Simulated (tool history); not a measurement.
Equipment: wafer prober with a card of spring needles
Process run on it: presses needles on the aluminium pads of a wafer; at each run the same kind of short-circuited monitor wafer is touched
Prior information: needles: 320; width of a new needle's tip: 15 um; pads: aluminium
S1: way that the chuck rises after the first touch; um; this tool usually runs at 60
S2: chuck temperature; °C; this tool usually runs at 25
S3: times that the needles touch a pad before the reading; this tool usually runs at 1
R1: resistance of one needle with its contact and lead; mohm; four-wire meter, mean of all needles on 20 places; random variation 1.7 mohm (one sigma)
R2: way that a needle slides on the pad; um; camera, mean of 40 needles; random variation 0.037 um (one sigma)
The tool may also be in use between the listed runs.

run 1 hour=0.0 | S1=60 S2=25 S3=1 | R1=175 R2=8.54
-- hour=3.8 tips cleaned on abrasive film
-- hour=12.6 tips cleaned on abrasive film
-- hour=21.4 tips cleaned on abrasive film
run 2 hour=26.9 | S1=76 S2=25 S3=1 | R1=178 R2=10.89
-- hour=29.0 tips cleaned on abrasive film
-- hour=38.0 tips cleaned on abrasive film
-- hour=46.4 tips cleaned on abrasive film
-- hour=55.7 tips cleaned on abrasive film
run 3 hour=59.5 | S1=76 S2=25 S3=1 | R1=176 R2=10.85
-- hour=63.2 tips cleaned on abrasive film
-- hour=72.6 tips cleaned on abrasive film
run 4 hour=75.5 | S1=76 S2=25 S3=1 | R1=174 R2=10.84
-- hour=80.7 tips cleaned on abrasive film
-- hour=89.7 tips cleaned on abrasive film
run 5 hour=92.5 | S1=76 S2=25 S3=1 | R1=171 R2=10.86
-- hour=98.0 tips cleaned on abrasive film
-- hour=106.6 tips cleaned on abrasive film
run 6 hour=107.0 | S1=76 S2=32 S3=1 | R1=178 R2=10.82
-- hour=114.5 tips cleaned on abrasive film
-- hour=123.4 tips cleaned on abrasive film
-- hour=132.7 tips cleaned on abrasive film
run 7 hour=137.9 | S1=60 S2=25 S3=2 | R1=177 R2=8.48
-- hour=141.7 tips cleaned on abrasive film
-- hour=150.3 tips cleaned on abrasive film
run 8 hour=153.5 | S1=60 S2=25 S3=2 | R1=175 R2=8.58
-- hour=157.0 height of the first contact set anew
-- hour=158.9 tips cleaned on abrasive film
-- hour=167.0 tips cleaned on abrasive film
-- hour=175.6 tips cleaned on abrasive film
run 9 hour=179.1 | S1=60 S2=25 S3=2 | R1=174 R2=8.54
-- hour=184.4 tips cleaned on abrasive film
-- hour=193.5 tips cleaned on abrasive film
-- hour=202.7 tips cleaned on abrasive film
run 10 hour=210.0 | S1=60 S2=25 S3=2 | R1=177 R2=8.64
-- hour=212.0 tips cleaned on abrasive film
-- hour=221.0 tips cleaned on abrasive film
-- hour=228.7 tips cleaned on abrasive film
run 11 hour=228.7 | S1=60 S2=25 S3=1 | R1=176 R2=8.55
-- hour=236.9 tips cleaned on abrasive film
-- hour=244.4 tips cleaned on abrasive film
-- hour=253.2 tips cleaned on abrasive film
run 12 hour=256.2 | S1=60 S2=25 S3=1 | R1=175 R2=8.55
-- hour=261.9 tips cleaned on abrasive film
-- hour=270.6 tips cleaned on abrasive film
run 13 hour=273.1 | S1=60 S2=25 S3=1 | R1=176 R2=8.46
-- hour=278.1 tips cleaned on abrasive film
-- hour=287.0 tips cleaned on abrasive film
-- hour=295.9 tips cleaned on abrasive film
-- hour=303.4 tips cleaned on abrasive film
run 14 hour=303.4 | S1=60 S2=25 S3=1 | R1=175 R2=8.49
-- hour=312.0 tips cleaned on abrasive film
-- hour=321.1 tips cleaned on abrasive film
-- hour=329.6 tips cleaned on abrasive film
run 15 hour=335.9 | S1=54 S2=25 S3=1 | R1=176 R2=7.71
-- hour=337.8 tips cleaned on abrasive film
-- hour=347.2 tips cleaned on abrasive film
run 16 hour=349.6 | S1=61 S2=49 S3=1 | R1=180 R2=8.79
-- hour=356.3 tips cleaned on abrasive film
-- hour=365.3 tips cleaned on abrasive film
run 17 hour=367.8 | S1=42 S2=57 S3=1 | R1=188 R2=6.06
-- hour=373.4 tips cleaned on abrasive film
-- hour=381.0 tips cleaned on abrasive film
run 18 hour=381.0 | S1=42 S2=57 S3=1 | R1=189 R2=5.93
-- hour=390.2 tips cleaned on abrasive film
-- hour=398.7 tips cleaned on abrasive film
-- hour=406.9 tips cleaned on abrasive film
run 19 hour=406.9 | S1=60 S2=25 S3=2 | R1=177 R2=8.52
-- hour=415.9 tips cleaned on abrasive film
-- hour=424.8 tips cleaned on abrasive film
run 20 hour=430.5 | S1=68 S2=120 S3=2 | R1=192 R2=9.72

For run 21, what comes out?
-- hour=432.5 tips cleaned on abrasive film
-- hour=441.3 tips cleaned on abrasive film
-- hour=450.2 tips cleaned on abrasive film
run 21 hour=451.1 | S1=69 S2=39 S3=2 | R1=? R2=?

Run 21 came out at R1 180 mohm, R2 9.90 um.
Without the tool's hidden state the same run would have given R1 180 mohm, R2 9.90 um.

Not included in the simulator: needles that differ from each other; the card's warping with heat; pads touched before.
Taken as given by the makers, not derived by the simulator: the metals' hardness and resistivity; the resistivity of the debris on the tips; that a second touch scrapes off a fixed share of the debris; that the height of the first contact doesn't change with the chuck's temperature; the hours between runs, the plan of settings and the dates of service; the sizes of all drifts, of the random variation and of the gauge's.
